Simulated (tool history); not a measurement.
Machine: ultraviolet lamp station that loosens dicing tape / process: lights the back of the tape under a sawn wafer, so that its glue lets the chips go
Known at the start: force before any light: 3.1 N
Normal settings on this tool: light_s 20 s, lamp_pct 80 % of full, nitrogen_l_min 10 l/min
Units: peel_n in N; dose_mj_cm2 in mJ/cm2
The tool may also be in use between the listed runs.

{"run": 1, "day": 0.0, "light_s": 20, "lamp_pct": 80, "nitrogen_l_min": 10, "peel_n": 0.324, "dose_mj_cm2": 458}
{"run": 2, "day": 1.55, "light_s": 20, "lamp_pct": 61, "nitrogen_l_min": 10, "peel_n": 0.495, "dose_mj_cm2": 343}
{"run": 3, "day": 3.021, "light_s": 20, "lamp_pct": 61, "nitrogen_l_min": 10, "peel_n": 0.503, "dose_mj_cm2": 347}
{"run": 4, "day": 4.804, "light_s": 20, "lamp_pct": 61, "nitrogen_l_min": 10, "peel_n": 0.523, "dose_mj_cm2": 340}
{"run": 5, "day": 6.9, "light_s": 20, "lamp_pct": 80, "nitrogen_l_min": 10, "peel_n": 0.364, "dose_mj_cm2": 437}
{"run": 6, "day": 8.529, "light_s": 20, "lamp_pct": 80, "nitrogen_l_min": 10, "peel_n": 0.376, "dose_mj_cm2": 438}
{"run": 7, "day": 9.671, "light_s": 20, "lamp_pct": 80, "nitrogen_l_min": 10, "peel_n": 0.36, "dose_mj_cm2": 436}
{"run": 8, "day": 11.683, "light_s": 20, "lamp_pct": 80, "nitrogen_l_min": 10, "peel_n": 0.364, "dose_mj_cm2": 428}
{"run": 9, "day": 13.929, "light_s": 11, "lamp_pct": 80, "nitrogen_l_min": 10, "peel_n": 0.837, "dose_mj_cm2": 235}
{"run": 10, "day": 15.5, "light_s": 11, "lamp_pct": 80, "nitrogen_l_min": 10, "peel_n": 0.826, "dose_mj_cm2": 229}
{"day": 16.925, "done": "window cleaned of glue's vapour"}
{"run": 11, "day": 17.092, "light_s": 11, "lamp_pct": 80, "nitrogen_l_min": 10, "peel_n": 0.915, "dose_mj_cm2": 218}
{"run": 12, "day": 19.083, "light_s": 11, "lamp_pct": 80, "nitrogen_l_min": 10, "peel_n": 0.924, "dose_mj_cm2": 209}
{"run": 13, "day": 21.346, "light_s": 20, "lamp_pct": 99, "nitrogen_l_min": 6, "peel_n": 0.421, "dose_mj_cm2": 470}
{"day": 22.854, "done": "window cleaned of glue's vapour, once more"}
{"run": 14, "day": 23.579, "light_s": 21, "lamp_pct": 62, "nitrogen_l_min": 16, "peel_n": 0.369, "dose_mj_cm2": 367}
{"run": 15, "day": 25.262, "light_s": 20, "lamp_pct": 95, "nitrogen_l_min": 12, "peel_n": 0.26, "dose_mj_cm2": 536}
{"run": 16, "day": 26.721, "light_s": 31, "lamp_pct": 80, "nitrogen_l_min": 3, "peel_n": 0.364, "dose_mj_cm2": 690}
{"run": 17, "day": 28.779, "light_s": 31, "lamp_pct": 80, "nitrogen_l_min": 3, "peel_n": 0.373, "dose_mj_cm2": 676}
{"run": 18, "day": 30.662, "light_s": 31, "lamp_pct": 85, "nitrogen_l_min": 3, "peel_n": 0.361, "dose_mj_cm2": 709}
{"run": 19, "day": 32.962, "light_s": 17, "lamp_pct": 95, "nitrogen_l_min": 3, "peel_n": 0.705, "dose_mj_cm2": 430}
{"run": 20, "day": 34.508, "light_s": 20, "lamp_pct": 89, "nitrogen_l_min": 10, "peel_n": 0.314, "dose_mj_cm2": 470}
{"run": 21, "day": 36.829, "light_s": 29, "lamp_pct": 80, "nitrogen_l_min": 10, "peel_n": 0.235, "dose_mj_cm2": 597}
{"run": 22, "day": 38.562, "light_s": 39, "lamp_pct": 80, "nitrogen_l_min": 10, "peel_n": 0.195, "dose_mj_cm2": 807}
{"run": 23, "day": 39.796, "light_s": 29, "lamp_pct": 65, "nitrogen_l_min": 6, "peel_n": 0.404, "dose_mj_cm2": 486}

5 options for the next run, each taken on its own from the tool as it stands now. Forecast them:
{"run": "A", "day": 41.721, "light_s": 13, "lamp_pct": 69, "nitrogen_l_min": 4, "peel_n": "?", "dose_mj_cm2": "?"}
{"run": "B", "day": 41.721, "light_s": 29, "lamp_pct": 65, "nitrogen_l_min": 4, "peel_n": "?", "dose_mj_cm2": "?"}
{"run": "C", "day": 41.721, "light_s": 38, "lamp_pct": 82, "nitrogen_l_min": 6, "peel_n": "?", "dose_mj_cm2": "?"}
{"run": "D", "day": 41.721, "light_s": 15, "lamp_pct": 80, "nitrogen_l_min": 17, "peel_n": "?", "dose_mj_cm2": "?"}
{"run": "E", "day": 41.721, "light_s": 26, "lamp_pct": 95, "nitrogen_l_min": 11, "peel_n": "?", "dose_mj_cm2": "?"}

run=A peel_n=1.243 dose_mj_cm2=228
run=B peel_n=0.508 dose_mj_cm2=477
run=C peel_n=0.218 dose_mj_cm2=799
run=D peel_n=0.482 dose_mj_cm2=304
run=E peel_n=0.226 dose_mj_cm2=629
What these runs would have given with no unlogged condition in the tool:
run=A peel_n=0.955 dose_mj_cm2=298
run=B peel_n=0.345 dose_mj_cm2=625
run=C peel_n=0.184 dose_mj_cm2=1047
run=D peel_n=0.329 dose_mj_cm2=399
run=E peel_n=0.192 dose_mj_cm2=824

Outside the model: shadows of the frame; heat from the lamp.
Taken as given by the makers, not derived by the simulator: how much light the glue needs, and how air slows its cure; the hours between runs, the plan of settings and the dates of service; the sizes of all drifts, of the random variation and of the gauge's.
